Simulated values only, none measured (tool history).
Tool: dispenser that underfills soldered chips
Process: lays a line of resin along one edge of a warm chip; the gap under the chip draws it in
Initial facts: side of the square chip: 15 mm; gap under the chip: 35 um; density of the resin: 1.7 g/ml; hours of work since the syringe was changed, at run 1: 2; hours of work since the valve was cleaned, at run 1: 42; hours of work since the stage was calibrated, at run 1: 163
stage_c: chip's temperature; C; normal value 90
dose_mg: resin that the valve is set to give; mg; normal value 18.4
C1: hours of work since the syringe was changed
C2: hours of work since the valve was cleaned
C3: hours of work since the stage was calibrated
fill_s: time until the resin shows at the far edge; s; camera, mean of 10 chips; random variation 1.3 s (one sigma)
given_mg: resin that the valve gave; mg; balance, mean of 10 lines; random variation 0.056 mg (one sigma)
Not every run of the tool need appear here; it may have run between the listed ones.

Run 1, day 0.000: usual settings; C1 2; C2 42; C3 163. Result: fill_s 139.1 s, given_mg 18.09 mg.
At day 0.558: new syringe of resin.
Run 2, day 0.558: usual settings but dose_mg 20.6 mg; C1 0; C2 53; C3 173. Result: fill_s 127.5 s, given_mg 20.17 mg.
Run 3, day 0.933: usual settings but dose_mg 20.6 mg; C1 7; C2 60; C3 180. Result: fill_s 168.0 s, given_mg 20.23 mg.
At day 1.225: new syringe of resin.
Run 4, day 1.392: usual settings but stage_c 79 C; C1 3; C2 68; C3 188. Result: fill_s 233.9 s, given_mg 17.93 mg.
At day 1.862: new syringe of resin.
Run 5, day 1.967: usual settings but stage_c 100 C; C1 2; C2 79; C3 199. Result: fill_s 99.6 s, given_mg 17.91 mg.
Run 6, day 2.296: usual settings but stage_c 100 C; C1 8; C2 85; C3 205. Result: fill_s 125.8 s, given_mg 17.86 mg.
At day 2.496: new syringe of resin.
Run 7, day 2.833: usual settings but dose_mg 15.7 mg; C1 6; C2 95; C3 215. Result: fill_s 179.8 s, given_mg 15.14 mg.
At day 3.150: new syringe of resin.
Run 8, day 3.150: usual settings but dose_mg 15.7 mg; C1 0; C2 100; C3 221. Result: fill_s 144.4 s, given_mg 15.13 mg.
Run 9, day 3.458: usual settings but dose_mg 15.7 mg; C1 6; C2 106; C3 227. Result: fill_s 176.7 s, given_mg 15.15 mg.
At day 3.783: new syringe of resin.
At day 3.825: dispensing valve cleaned and set on the balance.
Run 10, day 3.958: usual settings but stage_c 83 C, dose_mg 15.7 mg; C1 3; C2 3; C3 235. Result: fill_s 207.1 s, given_mg 15.61 mg.
At day 4.483: new syringe of resin.
Run 11, day 4.562: usual settings but stage_c 83 C, dose_mg 15.7 mg; C1 2; C2 14; C3 246. Result: fill_s 205.0 s, given_mg 15.53 mg.
Run 12, day 4.950: usual settings but dose_mg 16.4 mg; C1 9; C2 21; C3 253. Result: fill_s 198.6 s, given_mg 16.26 mg.
At day 5.129: new syringe of resin.
Run 13, day 5.371: usual settings but dose_mg 16.4 mg; C1 5; C2 29; C3 261. Result: fill_s 167.6 s, given_mg 16.17 mg.
Run 14, day 5.738: usual settings but dose_mg 16.4 mg; C1 11; C2 36; C3 268. Result: fill_s 213.9 s, given_mg 16.21 mg.
At day 5.788: new syringe of resin.
Run 15, day 6.138: usual settings but dose_mg 16.4 mg; C1 7; C2 43; C3 275. Result: fill_s 181.9 s, given_mg 16.15 mg.
At day 6.429: new syringe of resin.
Run 16, day 6.617: usual settings but dose_mg 16.4 mg; C1 4; C2 52; C3 284. Result: fill_s 165.5 s, given_mg 16.07 mg.
Run 17, day 7.021: usual settings but stage_c 78 C, dose_mg 16.4 mg; C1 11; C2 59; C3 292. Result: fill_s 355.1 s, given_mg 16.05 mg.
At day 7.088: new syringe of resin.
Run 18, day 7.425: usual settings but stage_c 78 C, dose_mg 17.1 mg; C1 6; C2 67; C3 299. Result: fill_s 289.4 s, given_mg 16.62 mg.
At day 7.746: new syringe of resin.
Run 19, day 7.800: usual settings but stage_c 78 C, dose_mg 17.1 mg; C1 1; C2 74; C3 306. Result: fill_s 240.3 s, given_mg 16.65 mg.
Run 20, day 8.229: usual settings but stage_c 80 C, dose_mg 21.5 mg; C1 9; C2 82; C3 314. Result: fill_s 284.4 s, given_mg 20.95 mg.
At day 8.392: new syringe of resin.
Run 21, day 8.567: usual settings but dose_mg 16.9 mg; C1 3; C2 88; C3 320. Result: fill_s 161.5 s, given_mg 16.26 mg.

Expected results for the next run?
Run 22, day 8.854: usual settings but stage_c 102 C, dose_mg 20.5 mg; C1 9; C2 93; C3 326. Result: fill_s ?, given_mg ?.

{"run 22": {"fill_s": 118.9, "given_mg": 19.8}}
Were there no unlogged condition in the tool, this run, its random variation unchanged, would have produced fill_s 79.8 s, given_mg 20.53 mg.
